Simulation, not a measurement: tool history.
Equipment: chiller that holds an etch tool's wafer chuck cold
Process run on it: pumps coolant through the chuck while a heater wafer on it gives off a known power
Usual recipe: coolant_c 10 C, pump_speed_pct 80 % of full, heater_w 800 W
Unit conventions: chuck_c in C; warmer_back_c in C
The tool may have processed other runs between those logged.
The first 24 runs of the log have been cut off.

run	hour	coolant_c	pump_speed_pct	heater_w	chuck_c	warmer_back_c
25	2398.0	10	78	501	13.4	1.16
26	2523.1	10	78	501	13.5	1.19
27	2643.5	15	86	501	18.1	1.05
28	2768.7	12	99	762	16.3	1.35
29	2909.9	12	99	762	16.2	1.39
30	3065.9	12	83	800	17.2	1.70
31	3192.0	15	76	1146	23.3	2.66
32	3276.6	7	75	800	13.0	1.89
33	3345.1	10	80	972	16.7	2.12

Predict each of these 3 candidate next runs independently; none follows another, all start after run 33:
A	3420.5	0	84	641	?	?
B	3420.5	10	85	800	?	?
C	3420.5	10	61	800	?	?

run	chuck_c	warmer_back_c
A	4.2	1.40
B	15.4	1.61
C	17.0	2.36
The same runs, with their run-to-run variation unchanged, on a tool lacking any hidden condition would have given:
run	chuck_c	warmer_back_c
A	4.1	1.38
B	15.2	1.58
C	16.7	2.31
